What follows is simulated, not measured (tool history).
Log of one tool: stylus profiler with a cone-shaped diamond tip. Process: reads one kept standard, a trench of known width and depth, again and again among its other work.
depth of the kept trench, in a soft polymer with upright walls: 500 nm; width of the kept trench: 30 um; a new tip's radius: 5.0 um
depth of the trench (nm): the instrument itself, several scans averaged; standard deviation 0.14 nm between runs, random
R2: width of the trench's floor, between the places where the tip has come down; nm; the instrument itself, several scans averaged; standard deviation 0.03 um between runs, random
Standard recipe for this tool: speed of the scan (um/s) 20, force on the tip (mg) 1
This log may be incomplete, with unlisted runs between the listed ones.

run 1 hour=0 | speed_of_the_scan_(um/s)=20 force_on_the_tip_(mg)=1 | depth_of_the_trench_(nm)=504.55 R2=25570
run 2 hour=14.1 | speed_of_the_scan_(um/s)=20 force_on_the_tip_(mg)=1 | depth_of_the_trench_(nm)=504.43 R2=25590
run 3 hour=31.2 | speed_of_the_scan_(um/s)=64 force_on_the_tip_(mg)=1 | depth_of_the_trench_(nm)=504.29 R2=25490
run 4 hour=47.3 | speed_of_the_scan_(um/s)=64 force_on_the_tip_(mg)=1 | depth_of_the_trench_(nm)=504.34 R2=25470
run 5 hour=59.5 | speed_of_the_scan_(um/s)=64 force_on_the_tip_(mg)=1 | depth_of_the_trench_(nm)=504.29 R2=25480
run 6 hour=76.9 | speed_of_the_scan_(um/s)=64 force_on_the_tip_(mg)=1 | depth_of_the_trench_(nm)=504.47 R2=25450
run 7 hour=94 | speed_of_the_scan_(um/s)=20 force_on_the_tip_(mg)=1 | depth_of_the_trench_(nm)=504.57 R2=25580
run 8 hour=105.6 | speed_of_the_scan_(um/s)=20 force_on_the_tip_(mg)=1 | depth_of_the_trench_(nm)=504.45 R2=25580
run 9 hour=114.2 | speed_of_the_scan_(um/s)=20 force_on_the_tip_(mg)=1 | depth_of_the_trench_(nm)=504.29 R2=25610
run 10 hour=128.3 | speed_of_the_scan_(um/s)=20 force_on_the_tip_(mg)=0.7 | depth_of_the_trench_(nm)=503.14 R2=25610
run 11 hour=143.9 | speed_of_the_scan_(um/s)=20 force_on_the_tip_(mg)=0.7 | depth_of_the_trench_(nm)=503.57 R2=25570
run 12 hour=152.7 | speed_of_the_scan_(um/s)=20 force_on_the_tip_(mg)=0.7 | depth_of_the_trench_(nm)=503.56 R2=25550
run 13 hour=169 | speed_of_the_scan_(um/s)=6 force_on_the_tip_(mg)=1 | depth_of_the_trench_(nm)=504.28 R2=25630
run 14 hour=185.2 | speed_of_the_scan_(um/s)=6 force_on_the_tip_(mg)=1 | depth_of_the_trench_(nm)=504.5 R2=25610
run 15 hour=199.7 | speed_of_the_scan_(um/s)=6 force_on_the_tip_(mg)=1 | depth_of_the_trench_(nm)=504.33 R2=25620
run 16 hour=215.9 | speed_of_the_scan_(um/s)=20 force_on_the_tip_(mg)=0.96 | depth_of_the_trench_(nm)=504.17 R2=25570

Run 17, settings as shown, results not yet in. Your forecast:
run 17 hour=224 | speed_of_the_scan_(um/s)=20 force_on_the_tip_(mg)=0.96 | depth_of_the_trench_(nm)=? R2=?

depth of the trench (nm): 504.28
R2: 25600 nm
With the hidden condition absent and the run-to-run variation left alone, this run would have shown depth of the trench (nm) 504.28, R2 25600 nm.
